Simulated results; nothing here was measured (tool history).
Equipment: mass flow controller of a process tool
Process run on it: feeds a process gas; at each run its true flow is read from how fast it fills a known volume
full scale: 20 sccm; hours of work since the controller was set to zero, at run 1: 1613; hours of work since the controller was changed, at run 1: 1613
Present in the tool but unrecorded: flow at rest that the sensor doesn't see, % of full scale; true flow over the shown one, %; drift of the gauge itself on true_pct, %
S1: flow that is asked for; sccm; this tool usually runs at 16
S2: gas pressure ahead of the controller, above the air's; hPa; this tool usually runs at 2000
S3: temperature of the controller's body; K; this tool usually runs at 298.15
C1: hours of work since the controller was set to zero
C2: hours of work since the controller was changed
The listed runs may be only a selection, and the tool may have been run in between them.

run 1 hour=0 | S1=16 S2=2000 S3=298.15 | C1=1613 C2=1613 | true_flow_(%)=99.57
run 2 hour=269 | S1=16 S2=2000 S3=298.15 | C1=1710 C2=1710 | true_flow_(%)=99.29
run 3 hour=457.2 | S1=16 S2=2000 S3=298.15 | C1=1778 C2=1778 | true_flow_(%)=99.22
run 4 hour=571.8 | S1=16 S2=2000 S3=298.15 | C1=1820 C2=1820 | true_flow_(%)=99.09
run 5 hour=702.3 | S1=16 S2=2000 S3=298.15 | C1=1867 C2=1867 | true_flow_(%)=99.06
run 6 hour=948.6 | S1=16 S2=2000 S3=298.15 | C1=1956 C2=1956 | true_flow_(%)=98.87
run 7 hour=1092.6 | S1=16 S2=2000 S3=298.15 | C1=2008 C2=2008 | true_flow_(%)=98.63
run 8 hour=1263.1 | S1=16 S2=2000 S3=298.15 | C1=2070 C2=2070 | true_flow_(%)=98.5
run 9 hour=1459.9 | S1=16 S2=2000 S3=298.15 | C1=2141 C2=2141 | true_flow_(%)=98.47
run 10 hour=1677.4 | S1=16 S2=2000 S3=298.15 | C1=2220 C2=2220 | true_flow_(%)=98.27
run 11 hour=1908.6 | S1=16 S2=2000 S3=298.15 | C1=2303 C2=2303 | true_flow_(%)=97.92
run 12 hour=2177 | S1=16 S2=2000 S3=298.15 | C1=2400 C2=2400 | true_flow_(%)=97.89
run 13 hour=2349.1 | S1=16 S2=2000 S3=298.15 | C1=2463 C2=2463 | true_flow_(%)=97.71
run 14 hour=2490.1 | S1=16 S2=2000 S3=298.15 | C1=2514 C2=2514 | true_flow_(%)=97.55
run 15 hour=2760 | S1=16 S2=2000 S3=298.15 | C1=2611 C2=2611 | true_flow_(%)=97.49
-- hour=2812 gauge calibrated
run 16 hour=2956 | S1=16 S2=1590 S3=298.15 | C1=2682 C2=2682 | true_flow_(%)=99.24
run 17 hour=3199 | S1=16 S2=1590 S3=298.15 | C1=2770 C2=2770 | true_flow_(%)=98.99
run 18 hour=3476.2 | S1=16 S2=2590 S3=298.15 | C1=2871 C2=2871 | true_flow_(%)=99.55
run 19 hour=3689.7 | S1=16 S2=2590 S3=298.15 | C1=2948 C2=2948 | true_flow_(%)=99.17
run 20 hour=3838.7 | S1=9 S2=1550 S3=313.15 | C1=3002 C2=3002 | true_flow_(%)=98.84
run 21 hour=4089.3 | S1=10 S2=1500 S3=300.15 | C1=3092 C2=3092 | true_flow_(%)=97.75
run 22 hour=4223.2 | S1=16 S2=1990 S3=293.15 | C1=3141 C2=3141 | true_flow_(%)=98.07
run 23 hour=4432.7 | S1=16 S2=1990 S3=293.15 | C1=3217 C2=3217 | true_flow_(%)=97.82
run 24 hour=4622.1 | S1=16 S2=1990 S3=293.15 | C1=3285 C2=3285 | true_flow_(%)=97.79
run 25 hour=4839.7 | S1=2 S2=2000 S3=298.15 | C1=3364 C2=3364 | true_flow_(%)=96.43
run 26 hour=5000.2 | S1=9 S2=2280 S3=300.15 | C1=3422 C2=3422 | true_flow_(%)=97.33
run 27 hour=5253.4 | S1=9 S2=2280 S3=300.15 | C1=3514 C2=3514 | true_flow_(%)=97.17
run 28 hour=5487 | S1=7 S2=2300 S3=300.15 | C1=3598 C2=3598 | true_flow_(%)=96.93
run 29 hour=5730.5 | S1=7 S2=2780 S3=307.15 | C1=3686 C2=3686 | true_flow_(%)=97.65
run 30 hour=5952.6 | S1=7 S2=2780 S3=307.15 | C1=3766 C2=3766 | true_flow_(%)=97.27
run 31 hour=6186.9 | S1=13 S2=1720 S3=295.15 | C1=3851 C2=3851 | true_flow_(%)=96.17
run 32 hour=6450.4 | S1=8 S2=2090 S3=312.15 | C1=3947 C2=3947 | true_flow_(%)=96.96
run 33 hour=6650 | S1=11 S2=1520 S3=305.15 | C1=4019 C2=4019 | true_flow_(%)=96.15
run 34 hour=6793.2 | S1=11 S2=1520 S3=308.15 | C1=4071 C2=4071 | true_flow_(%)=96.3
run 35 hour=7065.2 | S1=11 S2=1630 S3=297.15 | C1=4169 C2=4169 | true_flow_(%)=95.29
run 36 hour=7305.7 | S1=19 S2=2320 S3=311.15 | C1=4256 C2=4256 | true_flow_(%)=97.51
run 37 hour=7486.6 | S1=19 S2=2320 S3=311.15 | C1=4321 C2=4321 | true_flow_(%)=97.54

Across each entry between runs, compare the hidden state at the last listed run before it with the hidden state at the first listed run after it:
Between runs 15 and 16: gauge calibrated (hour 2812)
  drift of the gauge itself on true_pct, %: -2.12 -> -0.11
  what was measured, less what the result would be without the hidden state, true flow (%): -2.12 -> -0.11

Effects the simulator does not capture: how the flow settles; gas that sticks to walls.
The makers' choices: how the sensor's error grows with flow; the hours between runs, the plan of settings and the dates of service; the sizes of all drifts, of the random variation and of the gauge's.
